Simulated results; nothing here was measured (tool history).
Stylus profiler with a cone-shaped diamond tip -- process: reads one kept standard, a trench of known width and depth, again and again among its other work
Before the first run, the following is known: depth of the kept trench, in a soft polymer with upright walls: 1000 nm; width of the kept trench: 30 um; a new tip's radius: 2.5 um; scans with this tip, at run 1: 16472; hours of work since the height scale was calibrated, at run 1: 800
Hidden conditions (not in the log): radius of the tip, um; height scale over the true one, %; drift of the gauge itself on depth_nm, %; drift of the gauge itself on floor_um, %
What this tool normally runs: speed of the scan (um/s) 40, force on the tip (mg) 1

run,hour,speed of the scan (um/s),force on the tip (mg),scans with this tip,hours of work since the height scale was calibrated,depth of the trench (Å),width of the trench's floor (µm)
1,0,40,1,16472,800,10042.4,25.81
2,107.5,40,1,16855,870,10045.9,25.79
3,233.7,40,1,17305,951,10046.7,25.8
4,289.4,40,1,17503,988,10042.2,25.86
5,391.7,40,1,17867,1054,10041.6,25.81
6,477.6,17,1,18173,1109,10045.8,25.93
7,615.4,17,1,18664,1199,10047.7,25.88
8,734.1,40,1,19087,1275,10045.2,25.78
9,831.5,40,1,19433,1338,10045.2,25.83
10,959.1,40,1.21,19888,1421,10055.2,25.86
11,1081.5,112,1,20324,1500,10046.3,25.52
12,1147.4,40,1,20558,1543,10044,25.82

What does the tool deliver on the next run?
13,1243.4,40,1,20900,1605,?,?

depth of the trench (Å): 10049.8
width of the trench's floor (µm): 25.84
Minus the tool's unlogged condition, the same run would have read depth of the trench (Å) 10050.2, width of the trench's floor (µm) 25.86.

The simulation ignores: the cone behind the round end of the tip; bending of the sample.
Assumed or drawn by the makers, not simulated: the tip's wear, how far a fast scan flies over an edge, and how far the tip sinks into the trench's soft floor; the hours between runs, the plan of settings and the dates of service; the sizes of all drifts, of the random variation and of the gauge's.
